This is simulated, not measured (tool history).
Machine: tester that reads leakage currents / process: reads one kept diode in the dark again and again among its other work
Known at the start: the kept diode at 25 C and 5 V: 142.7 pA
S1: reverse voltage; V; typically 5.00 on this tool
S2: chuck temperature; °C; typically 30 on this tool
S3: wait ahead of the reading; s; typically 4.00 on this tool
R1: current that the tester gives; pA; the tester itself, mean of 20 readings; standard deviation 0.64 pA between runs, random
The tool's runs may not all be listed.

{"run": 1, "hour": 0.0, "S1": 5.0, "S2": 30, "S3": 4.0, "R1": 211.86}
{"run": 2, "hour": 86.6, "S1": 5.0, "S2": 30, "S3": 4.0, "R1": 212.15}
{"run": 3, "hour": 206.5, "S1": 5.0, "S2": 30, "S3": 4.0, "R1": 213.36}
{"run": 4, "hour": 301.5, "S1": 5.0, "S2": 30, "S3": 4.0, "R1": 212.85}
{"run": 5, "hour": 413.0, "S1": 5.0, "S2": 30, "S3": 4.0, "R1": 203.57}
{"run": 6, "hour": 623.8, "S1": 5.0, "S2": 60, "S3": 4.0, "R1": 1660.63}
{"run": 7, "hour": 719.2, "S1": 5.0, "S2": 30, "S3": 4.0, "R1": 204.13}
{"run": 8, "hour": 820.0, "S1": 5.0, "S2": 30, "S3": 4.0, "R1": 203.53}
{"run": 9, "hour": 957.6, "S1": 5.0, "S2": 30, "S3": 4.0, "R1": 205.58}
{"run": 10, "hour": 1091.3, "S1": 5.0, "S2": 30, "S3": 4.0, "R1": 204.51}
{"run": 11, "hour": 1270.7, "S1": 5.0, "S2": 30, "S3": 4.0, "R1": 204.55}
{"run": 12, "hour": 1469.2, "S1": 1.94, "S2": 30, "S3": 4.0, "R1": 120.41}
{"run": 13, "hour": 1613.9, "S1": 1.94, "S2": 30, "S3": 4.0, "R1": 121.03}
{"run": 14, "hour": 1809.2, "S1": 1.94, "S2": 30, "S3": 4.0, "R1": 127.25}
{"run": 15, "hour": 1911.0, "S1": 1.94, "S2": 30, "S3": 4.0, "R1": 127.45}
{"run": 16, "hour": 2055.0, "S1": 1.94, "S2": 30, "S3": 4.0, "R1": 128.03}
{"run": 17, "hour": 2257.1, "S1": 3.08, "S2": 30, "S3": 4.0, "R1": 165.66}
{"run": 18, "hour": 2358.3, "S1": 5.0, "S2": 30, "S3": 4.0, "R1": 218.6}
{"run": 19, "hour": 2543.9, "S1": 5.0, "S2": 30, "S3": 4.0, "R1": 218.06}
{"run": 20, "hour": 2687.6, "S1": 5.0, "S2": 30, "S3": 4.0, "R1": 208.49}
{"run": 21, "hour": 2847.1, "S1": 7.38, "S2": 22, "S3": 4.0, "R1": 139.71}
{"run": 22, "hour": 3055.6, "S1": 1.95, "S2": 34, "S3": 4.0, "R1": 167.52}
{"run": 23, "hour": 3252.5, "S1": 1.95, "S2": 34, "S3": 4.0, "R1": 167.44}
{"run": 24, "hour": 3449.6, "S1": 1.95, "S2": 34, "S3": 1.62, "R1": 168.81}
{"run": 25, "hour": 3588.8, "S1": 1.95, "S2": 34, "S3": 1.62, "R1": 168.04}
{"run": 26, "hour": 3777.0, "S1": 12.55, "S2": 26, "S3": 3.56, "R1": 263.68}
{"run": 27, "hour": 3909.8, "S1": 12.55, "S2": 26, "S3": 3.56, "R1": 264.24}
{"run": 28, "hour": 4074.2, "S1": 12.55, "S2": 26, "S3": 3.56, "R1": 267.42}
{"run": 29, "hour": 4263.9, "S1": 12.55, "S2": 26, "S3": 3.56, "R1": 269.78}
{"run": 30, "hour": 4393.8, "S1": 14.93, "S2": 47, "S3": 3.56, "R1": 1324.76}
{"run": 31, "hour": 4524.0, "S1": 9.5, "S2": 23, "S3": 1.88, "R1": 185.77}
{"run": 32, "hour": 4622.5, "S1": 9.5, "S2": 23, "S3": 1.88, "R1": 186.07}
{"run": 33, "hour": 4837.1, "S1": 9.5, "S2": 23, "S3": 0.86, "R1": 168.19}
{"run": 34, "hour": 4999.5, "S1": 5.86, "S2": 41, "S3": 0.59, "R1": 502.29}
{"run": 35, "hour": 5212.3, "S1": 13.83, "S2": 41, "S3": 0.59, "R1": 807.45}
{"run": 36, "hour": 5383.2, "S1": 11.78, "S2": 44, "S3": 1.34, "R1": 914.81}
{"run": 37, "hour": 5524.7, "S1": 10.37, "S2": 29, "S3": 1.34, "R1": 286.28}
{"run": 38, "hour": 5673.1, "S1": 2.26, "S2": 30, "S3": 4.0, "R1": 130.78}
{"run": 39, "hour": 5806.7, "S1": 5.0, "S2": 22, "S3": 1.24, "R1": 118.52}

Taken out of this log: 7 entries between the listed runs. Where each belongs, and how the hidden state differs across it:
From run 4 to run 5: probe card cleaned and baked (hour 351.3)
  stray current of the dirty probe card, pA a volt: 1.93 -> 0.089; current scale over the true one, %: -0.08 -> -0.05; true chuck temperature over the reading, C: -0.51 -> -0.53
  measured minus no-state result, R1: +1.20 -> -8.27 pA
From run 13 to run 14: chuck's temperature calibrated (hour 1659.5)
  stray current of the dirty probe card, pA a volt: 1.152 -> 1.337; current scale over the true one, %: 0.26 -> 0.31; true chuck temperature over the reading, C: -0.76 -> -0.1
  measured minus no-state result, R1: -4.64 -> +1.95 pA
From run 19 to run 20: probe card cleaned and baked (hour 2565.4)
  stray current of the dirty probe card, pA a volt: 2.021 -> 0.142; current scale over the true one, %: 0.5 -> 0.54; true chuck temperature over the reading, C: -0.23 -> -0.26
  measured minus no-state result, R1: +7.31 -> -2.42 pA
From run 27 to run 28: tester calibrated (hour 3922.6)
  stray current of the dirty probe card, pA a volt: 1.203 -> 1.342; current scale over the true one, %: 0.86 -> 1.43; true chuck temperature over the reading, C: -0.49 -> -0.52
  measured minus no-state result, R1: +7.37 -> +10.06 pA
From run 32 to run 33: tester calibrated, once more (hour 4725.5); probe card cleaned and baked (hour 4777.1)
  stray current of the dirty probe card, pA a volt: 1.819 -> 0.086; current scale over the true one, %: 1.57 -> 0.15; true chuck temperature over the reading, C: -0.62 -> -0.66
  measured minus no-state result, R1: +11.49 -> -8.05 pA
From run 38 to run 39: chuck's temperature calibrated (hour 5744.4)
  stray current of the dirty probe card, pA a volt: 0.86 -> 0.974; current scale over the true one, %: 0.36 -> 0.4; true chuck temperature over the reading, C: -0.81 -> -0.01
  measured minus no-state result, R1: -5.91 -> +5.12 pA

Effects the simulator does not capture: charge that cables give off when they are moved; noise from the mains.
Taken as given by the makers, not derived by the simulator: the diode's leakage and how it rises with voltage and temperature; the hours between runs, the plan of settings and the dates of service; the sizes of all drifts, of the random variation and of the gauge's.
